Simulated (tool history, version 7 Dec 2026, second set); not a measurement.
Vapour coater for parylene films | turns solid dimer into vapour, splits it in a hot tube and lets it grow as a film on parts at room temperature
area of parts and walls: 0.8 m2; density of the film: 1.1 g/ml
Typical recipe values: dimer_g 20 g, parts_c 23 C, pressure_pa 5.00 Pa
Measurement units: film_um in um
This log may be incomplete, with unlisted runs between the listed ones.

run 1 hour=0.0 | dimer_g=20 parts_c=23 pressure_pa=5.00 | film_um=16.15
run 2 hour=32.5 | dimer_g=20 parts_c=23 pressure_pa=5.00 | film_um=16.10
run 3 hour=50.1 | dimer_g=20 parts_c=23 pressure_pa=5.00 | film_um=16.24
run 4 hour=91.0 | dimer_g=20 parts_c=23 pressure_pa=5.00 | film_um=16.11
run 5 hour=127.6 | dimer_g=20 parts_c=23 pressure_pa=5.00 | film_um=16.02
run 6 hour=162.8 | dimer_g=20 parts_c=23 pressure_pa=5.00 | film_um=16.00
run 7 hour=196.1 | dimer_g=20 parts_c=23 pressure_pa=5.00 | film_um=15.67
run 8 hour=229.0 | dimer_g=20 parts_c=16 pressure_pa=5.00 | film_um=18.35
run 9 hour=254.3 | dimer_g=20 parts_c=16 pressure_pa=5.00 | film_um=18.56
-- hour=273.6 table's thermometer calibrated
run 10 hour=289.7 | dimer_g=20 parts_c=16 pressure_pa=5.00 | film_um=17.99
run 11 hour=314.0 | dimer_g=9 parts_c=15 pressure_pa=2.12 | film_um=9.03
run 12 hour=344.6 | dimer_g=20 parts_c=20 pressure_pa=5.00 | film_um=16.23
run 13 hour=376.3 | dimer_g=9 parts_c=20 pressure_pa=5.00 | film_um=7.34
run 14 hour=417.5 | dimer_g=9 parts_c=20 pressure_pa=5.00 | film_um=7.21
run 15 hour=436.7 | dimer_g=9 parts_c=20 pressure_pa=2.36 | film_um=7.85
run 16 hour=458.0 | dimer_g=9 parts_c=20 pressure_pa=2.36 | film_um=7.88
run 17 hour=487.7 | dimer_g=9 parts_c=20 pressure_pa=2.36 | film_um=7.80
run 18 hour=509.6 | dimer_g=9 parts_c=20 pressure_pa=2.36 | film_um=7.83

5 ways to go on from here, each from the tool as it stands after run 18. What would each give?
run A hour=535.9 | dimer_g=13 parts_c=15 pressure_pa=3.86 | film_um=?
run B hour=535.9 | dimer_g=23 parts_c=22 pressure_pa=2.31 | film_um=?
run C hour=535.9 | dimer_g=18 parts_c=20 pressure_pa=7.66 | film_um=?
run D hour=535.9 | dimer_g=15 parts_c=23 pressure_pa=10.34 | film_um=?
run E hour=535.9 | dimer_g=9 parts_c=20 pressure_pa=2.36 | film_um=?

run=A film_um=12.00
run=B film_um=18.97
run=C film_um=13.62
run=D film_um=10.40
run=E film_um=7.72
The same runs, with their run-to-run variation unchanged, on a tool lacking any hidden condition would have given:
run=A film_um=13.51
run=B film_um=21.36
run=C film_um=15.33
run=D film_um=11.71
run=E film_um=8.69
